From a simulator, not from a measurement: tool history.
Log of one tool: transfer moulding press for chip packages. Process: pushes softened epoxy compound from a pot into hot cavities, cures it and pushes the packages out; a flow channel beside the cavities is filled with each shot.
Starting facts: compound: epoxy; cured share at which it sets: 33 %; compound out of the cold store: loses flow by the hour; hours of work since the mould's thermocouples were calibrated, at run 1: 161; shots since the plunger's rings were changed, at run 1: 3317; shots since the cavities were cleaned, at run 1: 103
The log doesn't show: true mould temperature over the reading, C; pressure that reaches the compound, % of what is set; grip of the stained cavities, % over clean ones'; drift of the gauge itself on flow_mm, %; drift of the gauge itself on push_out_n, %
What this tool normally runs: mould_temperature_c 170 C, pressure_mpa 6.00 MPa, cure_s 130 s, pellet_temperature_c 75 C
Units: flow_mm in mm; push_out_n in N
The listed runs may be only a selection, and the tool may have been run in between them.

run   hour  mould_temperature_c  pressure_mpa  cure_s  pellet_temperature_c  hours of work since the mould's thermocouples were calibrated  shots since the plunger's rings were changed  shots since the cavities were cleaned  incoming compound's hours out of the cold store  flow_mm  push_out_n
  1    0.0                  170          6.00     130                    75                                                            161                                          3317                                    103                                             10.5      843         332
  2   38.0                  170          6.00     130                    76                                                            180                                          3586                                    372                                             12.2      832         392
  3   71.8                  170          6.00     130                    76                                                            196                                          3825                                    611                                             22.3      785         444
     109.4  -- cavities cleaned with cleaning compound and waxed
  4  109.4                  170          6.00     130                    76                                                            214                                          4081                                      0                                             35.5      722         269
  5  136.9                  170          6.00     167                    75                                                            228                                          4276                                    195                                             15.8      808         324
  6  168.2                  170          6.00     130                    75                                                            243                                          4497                                    416                                             12.0      826         410
  7  197.8                  170          6.00     130                    75                                                            258                                          4707                                    626                                             31.7      734         458
     231.1  -- cavities cleaned with cleaning compound and waxed
  8  242.0                  170          6.00     130                    75                                                            279                                          5009                                     77                                             21.3      777         303
     258.4  -- plunger's sealing rings changed
  9  292.6                  170          6.00     130                    75                                                            303                                           242                                    418                                             26.7      778         379
 10  337.9                  170          6.00     130                    75                                                            325                                           563                                    739                                             45.5      697         473
     355.5  -- cavities cleaned with cleaning compound and waxed
 11  383.7                  170          6.00     130                    79                                                            347                                           876                                    199                                             36.7      739         353
 12  415.4                  170          6.00     130                    79                                                            363                                          1101                                    424                                             17.6      817         406
 13  442.3                  170          6.00     130                    79                                                            376                                          1292                                    615                                             47.7      687         440
 14  463.9                  170          6.00     130                    79                                                            387                                          1445                                    768                                             41.0      714         463
     479.0  -- cavities cleaned with cleaning compound and waxed
 15  507.9                  170          6.00     130                    79                                                            408                                          1745                                    204                                              8.4      859         357
 16  541.9                  170          6.00     130                    79                                                            425                                          1986                                    445                                             35.6      729         413
 17  566.2                  170          6.00     135                    79                                                            437                                          2158                                    617                                             37.7      724         452
 18  594.5                  170          5.65     130                    76                                                            451                                          2359                                    818                                             36.1      702         482
     603.1  -- cavities cleaned with cleaning compound and waxed
 19  645.9                  170          5.65     130                    76                                                            475                                          2712                                    303                                             24.6      754         381
 20  691.1                  168          7.09     169                    66                                                            498                                          3032                                    623                                             46.8      745         442

Run 21 is up next; what results do you expect?
     725.5  -- cavities cleaned with cleaning compound and waxed
 21  725.5                  168          7.09     169                    78                                                            514                                          3265                                      0                                             15.5        ?           ?

Run 21 came out at flow_mm 894 mm, push_out_n 260 N.
If the tool had no hidden condition, the same run with the same run-to-run variation would have returned flow_mm 921 mm, push_out_n 260 N.
